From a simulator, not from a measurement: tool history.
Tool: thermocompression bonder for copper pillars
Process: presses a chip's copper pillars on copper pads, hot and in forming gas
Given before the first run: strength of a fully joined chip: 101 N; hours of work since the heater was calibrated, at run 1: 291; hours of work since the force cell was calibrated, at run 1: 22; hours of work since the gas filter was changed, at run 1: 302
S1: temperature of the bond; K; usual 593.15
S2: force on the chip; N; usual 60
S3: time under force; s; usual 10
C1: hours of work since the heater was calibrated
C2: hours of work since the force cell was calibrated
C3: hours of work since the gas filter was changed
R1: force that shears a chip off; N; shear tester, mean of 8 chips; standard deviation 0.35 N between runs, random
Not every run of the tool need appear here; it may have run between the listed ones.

run   hour      S1  S2  S3   C1   C2   C3    R1
  1    0.0  593.15  60  10  291   22  302  37.3
  2    6.8  606.15  60  10  294   25  305  42.2
  3   16.4  606.15  60  10  298   29  309  42.2
  4   26.6  606.15  60  10  302   33  313  42.7
  5   35.6  606.15  60  10  306   37  316  42.5
  6   43.6  593.15  40  10  309   40  319  29.9
  7   50.2  593.15  40  10  312   43  322  30.1
  8   55.1  608.15  40  10  314   45  324  34.5
  9   63.6  608.15  40   6  317   48  328  28.0
 10   68.7  623.15  40   6  319   50  330  32.9
 11   79.1  593.15  60  10  323   54  334  36.9
 12   85.5  593.15  60  10  326   57  336  38.0
 13   90.9  593.15  60  10  328   59  339  37.2
 14   99.9  593.15  60  10  332   63  342  37.1
 15  109.9  593.15  60  10  336   67  346  37.2
     112.6  -- heater calibrated with a thermocouple chip
 16  117.7  593.15  60  10    2   69  348  37.3
 17  128.5  593.15  60  10    6   73  353  37.1
 18  135.1  593.15  60  10    9   76  355  37.9
 19  145.1  593.15  60  10   13   80  360  37.3
 20  150.9  593.15  60  10   15   82  362  37.0
 21  161.4  593.15  60  10   20   87  366  37.0
 22  172.2  565.15  84  13   24   91  370  37.5
     176.4  -- heater calibrated with a thermocouple chip, once more
 23  179.8  565.15  84  13    1   93  373  34.9
 24  185.1  613.15  84  15    3   95  375  55.3
 25  194.1  613.15  84  15    7   99  378  55.8
 26  199.9  613.15  44  15    9  101  381  42.0
 27  209.5  575.15  90  15   13  105  385  42.0
 28  214.7  610.15  90  15   15  107  387  55.5
 29  224.9  605.15  45   6   20  111  391  27.9
 30  233.9  605.15  45   6   23  115  394  27.5
 31  239.8  564.15  60  10   25  117  397  25.8
 32  249.4  564.15  36  10   29  121  401  19.4
     255.6  -- forming gas filter changed
 33  257.0  584.15  47  23   32  124    1  43.9
 34  263.0  584.15  47  23   35  126    3  44.0
 35  272.2  584.15  47  23   38  130    7  43.9
 36  281.0  584.15  47  23   42  134   10  43.6
 37  287.6  584.15  47  23   45  136   13  44.0
 38  294.7  592.15  60  17   47  139   16  47.2
 39  300.3  610.15  36   8   50  141   18  33.0
 40  305.1  603.15  72   6   52  143   20  39.1
 41  314.6  598.15  53  22   55  147   24  51.8

Branching from run 41: 3 alternative next runs. What would each branch give?
  A  320.8  577.15  60   5  58  150  26   ?
  B  320.8  567.15  89  10  58  150  26   ?
  C  320.8  598.15  69  19  58  150  26   ?

run    R1
  A  25.3
  B  36.9
  C  54.7
Without the tool's hidden state the same runs would have given:
run    R1
  A  25.8
  B  37.6
  C  55.6
